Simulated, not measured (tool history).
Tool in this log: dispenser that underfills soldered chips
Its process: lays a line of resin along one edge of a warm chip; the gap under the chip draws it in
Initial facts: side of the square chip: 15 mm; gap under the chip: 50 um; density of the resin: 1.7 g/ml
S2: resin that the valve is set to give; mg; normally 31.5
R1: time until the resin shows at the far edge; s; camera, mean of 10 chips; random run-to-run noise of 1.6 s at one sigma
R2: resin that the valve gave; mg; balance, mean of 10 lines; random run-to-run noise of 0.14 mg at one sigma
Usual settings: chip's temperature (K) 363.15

{"run": 1, "day": 0.0, "chip's temperature (K)": 363.15, "S2": 31.5, "R1": 163.8, "R2": 28.18}
{"run": 2, "day": 0.279, "chip's temperature (K)": 363.15, "S2": 31.5, "R1": 241.4, "R2": 28.33}
{"run": 3, "day": 0.462, "chip's temperature (K)": 363.15, "S2": 31.5, "R1": 156.6, "R2": 27.82}
{"run": 4, "day": 0.671, "chip's temperature (K)": 363.15, "S2": 29.4, "R1": 216.3, "R2": 25.82}
{"run": 5, "day": 0.917, "chip's temperature (K)": 363.15, "S2": 29.4, "R1": 289, "R2": 29.36}
{"run": 6, "day": 1.096, "chip's temperature (K)": 363.15, "S2": 29.4, "R1": 177.8, "R2": 29.09}
{"run": 7, "day": 1.225, "chip's temperature (K)": 363.15, "S2": 36.8, "R1": 215, "R2": 36.43}
{"run": 8, "day": 1.421, "chip's temperature (K)": 363.15, "S2": 37.9, "R1": 287.7, "R2": 37.67}
{"run": 9, "day": 1.696, "chip's temperature (K)": 355.15, "S2": 31.5, "R1": 304, "R2": 30.9}
{"run": 10, "day": 1.854, "chip's temperature (K)": 355.15, "S2": 31.5, "R1": 377.6, "R2": 30.86}
{"run": 11, "day": 2.075, "chip's temperature (K)": 355.15, "S2": 31.5, "R1": 257.1, "R2": 30.92}
{"run": 12, "day": 2.208, "chip's temperature (K)": 363.15, "S2": 36.2, "R1": 216.2, "R2": 35.35}
{"run": 13, "day": 2.362, "chip's temperature (K)": 363.15, "S2": 37.4, "R1": 269.2, "R2": 36.37}
{"run": 14, "day": 2.596, "chip's temperature (K)": 363.15, "S2": 37.4, "R1": 188.3, "R2": 36.45}
{"run": 15, "day": 2.858, "chip's temperature (K)": 364.15, "S2": 37.4, "R1": 264.1, "R2": 36.48}
{"run": 16, "day": 3.054, "chip's temperature (K)": 364.15, "S2": 37.4, "R1": 173, "R2": 35.9}
{"run": 17, "day": 3.217, "chip's temperature (K)": 364.15, "S2": 38.2, "R1": 220.1, "R2": 36.82}
{"run": 18, "day": 3.417, "chip's temperature (K)": 364.15, "S2": 38.2, "R1": 141.2, "R2": 36.54}
{"run": 19, "day": 3.621, "chip's temperature (K)": 364.15, "S2": 38.2, "R1": 192.2, "R2": 36.38}
{"run": 20, "day": 3.846, "chip's temperature (K)": 349.15, "S2": 31.4, "R1": 525.4, "R2": 29.99}
{"run": 21, "day": 4.121, "chip's temperature (K)": 363.15, "S2": 31.5, "R1": 211.2, "R2": 29.85}
{"run": 22, "day": 4.383, "chip's temperature (K)": 363.15, "S2": 31.5, "R1": 153.1, "R2": 29.66}
{"run": 23, "day": 4.6, "chip's temperature (K)": 363.15, "S2": 35.9, "R1": 212.2, "R2": 33.34}
{"run": 24, "day": 4.9, "chip's temperature (K)": 370.15, "S2": 36.9, "R1": 113.6, "R2": 34.54}
{"run": 25, "day": 5.046, "chip's temperature (K)": 373.15, "S2": 39.3, "R1": 124.2, "R2": 36.8}
{"run": 26, "day": 5.217, "chip's temperature (K)": 359.15, "S2": 34.8, "R1": 295.4, "R2": 32.16}
{"run": 27, "day": 5.375, "chip's temperature (K)": 363.15, "S2": 27.8, "R1": 157.1, "R2": 25.68}
{"run": 28, "day": 5.579, "chip's temperature (K)": 361.15, "S2": 27, "R1": 234.1, "R2": 24.94}
{"run": 29, "day": 5.825, "chip's temperature (K)": 368.15, "S2": 28.2, "R1": 121.1, "R2": 25.89}
{"run": 30, "day": 6.05, "chip's temperature (K)": 350.15, "S2": 35.6, "R1": 352.6, "R2": 32.73}
{"run": 31, "day": 6.312, "chip's temperature (K)": 365.15, "S2": 31.2, "R1": 134.7, "R2": 28.56}
{"run": 32, "day": 6.604, "chip's temperature (K)": 365.15, "S2": 31.2, "R1": 208.7, "R2": 28.46}
{"run": 33, "day": 6.738, "chip's temperature (K)": 364.15, "S2": 33.4, "R1": 268.6, "R2": 30.19}
{"run": 34, "day": 7.0, "chip's temperature (K)": 365.15, "S2": 35.7, "R1": 178.4, "R2": 32.17}
{"run": 35, "day": 7.304, "chip's temperature (K)": 363.15, "S2": 37, "R1": 148.3, "R2": 33.28}
{"run": 36, "day": 7.583, "chip's temperature (K)": 360.15, "S2": 36.4, "R1": 252.5, "R2": 32.55}
{"run": 37, "day": 7.783, "chip's temperature (K)": 360.15, "S2": 36.4, "R1": 165.5, "R2": 32.45}

Taken out of this log: 17 entries between the listed runs. Where each belongs, and how the hidden state differs across it:
Run 2 -> run 3: new syringe of resin (day 0.446)
  resin's viscosity, % of fresh resin's: 162.9 -> 104.1; dose that the valve gives, % of what is set: 88.89 -> 88.62; true chip temperature over the reading, C: 1.5 -> 1.52
  what was measured, less what the result would be without the hidden state, R1: +85.7 -> -1.3 s; R2: -3.54 -> -3.57 mg
Run 4 -> run 5: dispensing valve cleaned and set on the balance (day 0.862)
  resin's viscosity, % of fresh resin's: 142.9 -> 193.5; dose that the valve gives, % of what is set: 88.26 -> 99.86; true chip temperature over the reading, C: 1.55 -> 1.57
  what was measured, less what the result would be without the hidden state, R1: +58.3 -> +128.9 s; R2: -3.44 -> -0.04 mg
Run 5 -> run 6: new syringe of resin (day 0.971)
  resin's viscosity, % of fresh resin's: 193.5 -> 121.5; dose that the valve gives, % of what is set: 99.86 -> 99.58; true chip temperature over the reading, C: 1.57 -> 1.59
  what was measured, less what the result would be without the hidden state, R1: +128.9 -> +21.1 s; R2: -0.04 -> -0.12 mg
Run 8 -> run 9: new syringe of resin (day 1.454)
  resin's viscosity, % of fresh resin's: 198 -> 143.7; dose that the valve gives, % of what is set: 98.99 -> 98.57; true chip temperature over the reading, C: 1.63 -> 1.66
  what was measured, less what the result would be without the hidden state, R1: +132.2 -> +76.3 s; R2: -0.39 -> -0.45 mg
Run 10 -> run 11: new syringe of resin (day 1.95)
  resin's viscosity, % of fresh resin's: 182.8 -> 122.3; dose that the valve gives, % of what is set: 98.3 -> 97.94; true chip temperature over the reading, C: 1.68 -> 1.71
  what was measured, less what the result would be without the hidden state, R1: +155.3 -> +30.5 s; R2: -0.53 -> -0.65 mg
Run 13 -> run 14: new syringe of resin (day 2.438)
  resin's viscosity, % of fresh resin's: 188.2 -> 129.2; dose that the valve gives, % of what is set: 97.49 -> 97.13; true chip temperature over the reading, C: 1.75 -> 1.77
  what was measured, less what the result would be without the hidden state, R1: +115 -> +31.2 s; R2: -0.94 -> -1.08 mg
Run 15 -> run 16: new syringe of resin (day 2.912)
  resin's viscosity, % of fresh resin's: 191.1 -> 126.2; dose that the valve gives, % of what is set: 96.7 -> 96.39; true chip temperature over the reading, C: 1.8 -> 1.83
  what was measured, less what the result would be without the hidden state, R1: +114.9 -> +25 s; R2: -1.24 -> -1.34 mg
Run 17 -> run 18: new syringe of resin (day 3.392)
  resin's viscosity, % of fresh resin's: 161.4 -> 102.6; dose that the valve gives, % of what is set: 96.13 -> 95.82; true chip temperature over the reading, C: 1.85 -> 1.87
  what was measured, less what the result would be without the hidden state, R1: +72.6 -> -7.7 s; R2: -1.48 -> -1.59 mg
Run 20 -> run 21: new syringe of resin (day 3.871)
  resin's viscosity, % of fresh resin's: 194.5 -> 144.6; dose that the valve gives, % of what is set: 95.14 -> 94.67; true chip temperature over the reading, C: 1.92 -> 1.96
  what was measured, less what the result would be without the hidden state, R1: +231.9 -> +53.1 s; R2: -1.53 -> -1.67 mg
Run 21 -> run 22: new syringe of resin (day 4.362)
  resin's viscosity, % of fresh resin's: 144.6 -> 105.6; dose that the valve gives, % of what is set: 94.67 -> 94.23; true chip temperature over the reading, C: 1.96 -> 1.99
  what was measured, less what the result would be without the hidden state, R1: +53.1 -> -3.8 s; R2: -1.67 -> -1.82 mg
Run 23 -> run 24: new syringe of resin (day 4.854)
  resin's viscosity, % of fresh resin's: 146.3 -> 108; dose that the valve gives, % of what is set: 93.83 -> 93.35; true chip temperature over the reading, C: 2.02 -> 2.06
  what was measured, less what the result would be without the hidden state, R1: +54.5 -> -0.7 s; R2: -2.19 -> -2.46 mg
Run 26 -> run 27: new syringe of resin (day 5.342)
  resin's viscosity, % of fresh resin's: 173.1 -> 105.4; dose that the valve gives, % of what is set: 92.86 -> 92.62; true chip temperature over the reading, C: 2.1 -> 2.12
  what was measured, less what the result would be without the hidden state, R1: +109.3 -> -3.5 s; R2: -2.48 -> -2.05 mg
Run 28 -> run 29: new syringe of resin (day 5.821)
  resin's viscosity, % of fresh resin's: 142.5 -> 99.8; dose that the valve gives, % of what is set: 92.3 -> 91.96; true chip temperature over the reading, C: 2.14 -> 2.17
  what was measured, less what the result would be without the hidden state, R1: +57.2 -> -9.5 s; R2: -2.08 -> -2.26 mg
Run 30 -> run 31: new syringe of resin (day 6.304)
  resin's viscosity, % of fresh resin's: 139.4 -> 102.4; dose that the valve gives, % of what is set: 91.6 -> 91.17; true chip temperature over the reading, C: 2.2 -> 2.23
  what was measured, less what the result would be without the hidden state, R1: +74 -> -8.4 s; R2: -3.01 -> -2.77 mg
Run 33 -> run 34: new syringe of resin (day 6.792)
  resin's viscosity, % of fresh resin's: 193.7 -> 137.1; dose that the valve gives, % of what is set: 90.46 -> 90.06; true chip temperature over the reading, C: 2.29 -> 2.32
  what was measured, less what the result would be without the hidden state, R1: +117.2 -> +35.8 s; R2: -3.18 -> -3.54 mg
Run 34 -> run 35: new syringe of resin (day 7.283)
  resin's viscosity, % of fresh resin's: 137.1 -> 104.1; dose that the valve gives, % of what is set: 90.06 -> 89.58; true chip temperature over the reading, C: 2.32 -> 2.36
  what was measured, less what the result would be without the hidden state, R1: +35.8 -> -8.5 s; R2: -3.54 -> -3.85 mg
Run 36 -> run 37: new syringe of resin (day 7.775)
  resin's viscosity, % of fresh resin's: 157.5 -> 103; dose that the valve gives, % of what is set: 89.16 -> 88.87; true chip temperature over the reading, C: 2.39 -> 2.42
  what was measured, less what the result would be without the hidden state, R1: +75.7 -> -11.8 s; R2: -3.95 -> -4.07 mg
